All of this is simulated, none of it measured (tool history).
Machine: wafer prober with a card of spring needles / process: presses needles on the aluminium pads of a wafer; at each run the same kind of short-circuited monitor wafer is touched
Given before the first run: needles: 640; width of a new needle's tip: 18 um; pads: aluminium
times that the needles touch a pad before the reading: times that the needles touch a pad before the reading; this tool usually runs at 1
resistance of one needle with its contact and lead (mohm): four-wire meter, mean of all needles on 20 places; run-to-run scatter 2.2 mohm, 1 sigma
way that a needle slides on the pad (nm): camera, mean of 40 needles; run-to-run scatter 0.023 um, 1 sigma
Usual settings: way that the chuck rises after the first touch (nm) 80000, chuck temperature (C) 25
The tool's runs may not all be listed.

run	day	way that the chuck rises after the first touch (nm)	chuck temperature (C)	times that the needles touch a pad before the reading	resistance of one needle with its contact and lead (mohm)	way that a needle slides on the pad (nm)
1	0	80000	25	1	244	18090
# day 0.217: tips cleaned on abrasive film
# day 0.575: tips cleaned on abrasive film
2	0.683	80000	25	1	241	18130
# day 0.958: tips cleaned on abrasive film
# day 1.329: tips cleaned on abrasive film
3	1.329	80000	63	1	250	18210
# day 1.692: tips cleaned on abrasive film
4	1.812	80000	59	1	254	18230
# day 2.071: tips cleaned on abrasive film
5	2.392	80000	59	1	253	18230
# day 2.45: tips cleaned on abrasive film
# day 2.796: tips cleaned on abrasive film
6	2.992	80000	25	1	239	18250
# day 3.154: tips cleaned on abrasive film
# day 3.542: tips cleaned on abrasive film
7	3.8	80000	25	3	241	18300
# day 3.883: tips cleaned on abrasive film
# day 4.238: tips cleaned on abrasive film
8	4.55	80000	25	3	237	18350
# day 4.596: tips cleaned on abrasive film
# day 4.929: tips cleaned on abrasive film
9	5.029	80000	25	1	240	18360
# day 5.312: tips cleaned on abrasive film
10	5.512	80000	25	1	236	18400
# day 5.679: tips cleaned on abrasive film
11	5.9	80000	25	1	246	18440
# day 6.012: tips cleaned on abrasive film
# day 6.375: tips cleaned on abrasive film
12	6.375	80000	25	1	241	18370
# day 6.521: height of the first contact set anew
# day 6.75: tips cleaned on abrasive film
# day 7.092: tips cleaned on abrasive film
13	7.175	80000	25	1	246	18490
# day 7.479: tips cleaned on abrasive film
# day 7.875: tips cleaned on abrasive film
14	7.925	80000	25	1	242	18520
# day 8.221: tips cleaned on abrasive film
# day 8.558: tips cleaned on abrasive film
15	8.679	80000	25	3	243	18590
# day 8.838: gauge calibrated
# day 8.954: tips cleaned on abrasive film
# day 9.296: tips cleaned on abrasive film
16	9.379	80000	25	3	243	18180
# day 9.658: tips cleaned on abrasive film
17	9.817	80000	38	2	247	18190
# day 9.992: tips cleaned on abrasive film
# day 10.333: tips cleaned on abrasive film
18	10.575	91000	38	2	245	20720
# day 10.708: tips cleaned on abrasive film
# day 11.058: tips cleaned on abrasive film
19	11.171	68000	40	1	251	15490
# day 11.425: tips cleaned on abrasive film
# day 11.779: tips cleaned on abrasive film
20	11.883	68000	40	1	249	15510
# day 12.117: tips cleaned on abrasive film
# day 12.475: tips cleaned on abrasive film
21	12.55	75000	62	1	254	17140
# day 12.875: tips cleaned on abrasive film
# day 13.229: tips cleaned on abrasive film
22	13.321	80000	102	2	260	18340
# day 13.612: tips cleaned on abrasive film
23	13.929	75000	102	2	265	17220
# day 13.996: tips cleaned on abrasive film
# day 14.329: tips cleaned on abrasive film
24	14.542	75000	102	2	260	17260
# day 14.683: tips cleaned on abrasive film
25	14.967	72000	36	1	247	16570
# day 15.025: tips cleaned on abrasive film
# day 15.412: tips cleaned on abrasive film
# day 15.767: tips cleaned on abrasive film
26	15.792	82000	36	1	244	18930
# day 16.117: tips cleaned on abrasive film
# day 16.471: tips cleaned on abrasive film
27	16.662	82000	36	1	245	18950
# day 16.846: tips cleaned on abrasive film
28	17.042	63000	86	2	269	14580
# day 17.096: height of the first contact set anew
# day 17.192: tips cleaned on abrasive film
# day 17.562: tips cleaned on abrasive film
29	17.612	63000	41	1	254	14570
# day 17.929: tips cleaned on abrasive film
30	18	78000	50	1	251	18100

For some of the steps in way that a needle slides on the pad (nm) from one run to the next: how much would appear even if the tool had no hidden state, given the settings, what came in and random variation, and how much remains for the hidden state plus any gauge scatter that the measured result and the result without hidden state don't share?
Hidden conditions of the tool in this case: debris on the tips, nm; way that the needles fall short of the set height, um; tips' diameter, um; drift of the gauge itself on contact_mohm, %; drift of the gauge itself on scrub_um, %.
Run 15 -> 16: gauge calibrated, tips cleaned on abrasive film, tips cleaned on abrasive film. way that a needle slides on the pad (nm) -410: hidden state -360, all else -50.
Run 18 -> 19: way that the chuck rises after the first touch (nm) 91000 -> 68000, chuck temperature (C) 38 -> 40, times that the needles touch a pad before the reading 2 -> 1, tips cleaned on abrasive film, tips cleaned on abrasive film. way that a needle slides on the pad (nm) -5230: hidden state -10, all else -5220.
Run 25 -> 26: way that the chuck rises after the first touch (nm) 72000 -> 82000, tips cleaned on abrasive film, tips cleaned on abrasive film, tips cleaned on abrasive film. way that a needle slides on the pad (nm) +2360: hidden state +70, all else +2290.
Run 27 -> 28: way that the chuck rises after the first touch (nm) 82000 -> 63000, chuck temperature (C) 36 -> 86, times that the needles touch a pad before the reading 1 -> 2, tips cleaned on abrasive film. way that a needle slides on the pad (nm) -4370: hidden state -60, all else -4310.
Run 29 -> 30: way that the chuck rises after the first touch (nm) 63000 -> 78000, chuck temperature (C) 41 -> 50, tips cleaned on abrasive film. way that a needle slides on the pad (nm) +3530: hidden state +90, all else +3440.

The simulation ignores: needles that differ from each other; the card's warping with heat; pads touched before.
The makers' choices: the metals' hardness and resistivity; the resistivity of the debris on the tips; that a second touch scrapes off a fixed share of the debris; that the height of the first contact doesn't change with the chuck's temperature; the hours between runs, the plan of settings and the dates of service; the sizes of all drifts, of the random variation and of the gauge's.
